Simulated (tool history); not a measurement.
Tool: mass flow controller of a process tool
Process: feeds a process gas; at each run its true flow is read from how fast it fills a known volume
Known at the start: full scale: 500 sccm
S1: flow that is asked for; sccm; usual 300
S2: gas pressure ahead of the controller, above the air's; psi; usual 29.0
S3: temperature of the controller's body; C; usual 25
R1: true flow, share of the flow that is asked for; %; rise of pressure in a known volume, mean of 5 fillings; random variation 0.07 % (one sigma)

Run 1, hour 0.0: usual settings. Result: R1 99.08 %.
Run 2, hour 268.4: usual settings but S1 107 sccm. Result: R1 98.04 %.
Run 3, hour 739.3: usual settings. Result: R1 99.08 %.
At hour 906.9: controller exchanged for a calibrated one.
Run 4, hour 1127.7: usual settings. Result: R1 99.15 %.
Run 5, hour 1621.9: usual settings. Result: R1 99.07 %.
Run 6, hour 2015.9: usual settings. Result: R1 99.02 %.
Run 7, hour 2424.3: usual settings. Result: R1 98.99 %.
Run 8, hour 2641.9: usual settings but S1 327 sccm. Result: R1 99.02 %.
Run 9, hour 2978.1: usual settings but S1 327 sccm. Result: R1 99.24 %.
Run 10, hour 3390.8: usual settings. Result: R1 99.06 %.
Run 11, hour 3859.4: usual settings. Result: R1 99.06 %.
Run 12, hour 4161.0: usual settings but S1 110 sccm, S2 40.3 psi. Result: R1 97.64 %.
Run 13, hour 4378.9: usual settings but S1 438 sccm, S2 33.1 psi, S3 22 C. Result: R1 99.21 %.
Run 14, hour 4796.3: usual settings but S1 438 sccm, S2 33.1 psi, S3 22 C. Result: R1 99.36 %.
Run 15, hour 5249.0: usual settings but S1 438 sccm, S2 33.1 psi, S3 22 C. Result: R1 99.23 %.
Run 16, hour 5562.1: usual settings but S1 339 sccm, S2 40.5 psi, S3 20 C. Result: R1 98.59 %.
Run 17, hour 6034.1: usual settings but S1 339 sccm, S2 40.5 psi, S3 20 C. Result: R1 98.59 %.
Run 18, hour 6452.9: usual settings but S1 339 sccm, S2 40.5 psi, S3 20 C. Result: R1 98.62 %.
Run 19, hour 6795.1: usual settings but S1 59 sccm, S2 21.3 psi, S3 32 C. Result: R1 98.68 %.
Run 20, hour 7068.1: usual settings but S1 59 sccm, S2 21.3 psi, S3 32 C. Result: R1 98.68 %.
Run 21, hour 7404.2: usual settings but S1 59 sccm, S2 21.3 psi, S3 32 C. Result: R1 98.72 %.
Run 22, hour 7815.3: usual settings but S1 63 sccm, S2 29.6 psi, S3 33 C. Result: R1 98.43 %.

5 ways to go on from here, each from the tool as it stands after run 22. What would each give?
Run A, hour 8049.0: usual settings but S1 197 sccm, S2 20.9 psi, S3 20 C. Result: R1 ?.
Run B, hour 8049.0: usual settings but S1 295 sccm, S2 29.6 psi, S3 29 C. Result: R1 ?.
Run C, hour 8049.0: usual settings but S1 447 sccm. Result: R1 ?.
Run D, hour 8049.0: usual settings but S1 63 sccm, S2 29.6 psi, S3 36 C. Result: R1 ?.
Run E, hour 8049.0: usual settings but S1 77 sccm. Result: R1 ?.

run     R1
  A  98.72
  B  99.19
  C  99.82
  D  98.61
  E  98.15
Without the tool's hidden state the same runs would have given:
run     R1
  A  98.74
  B  99.20
  C  99.83
  D  98.65
  E  98.18
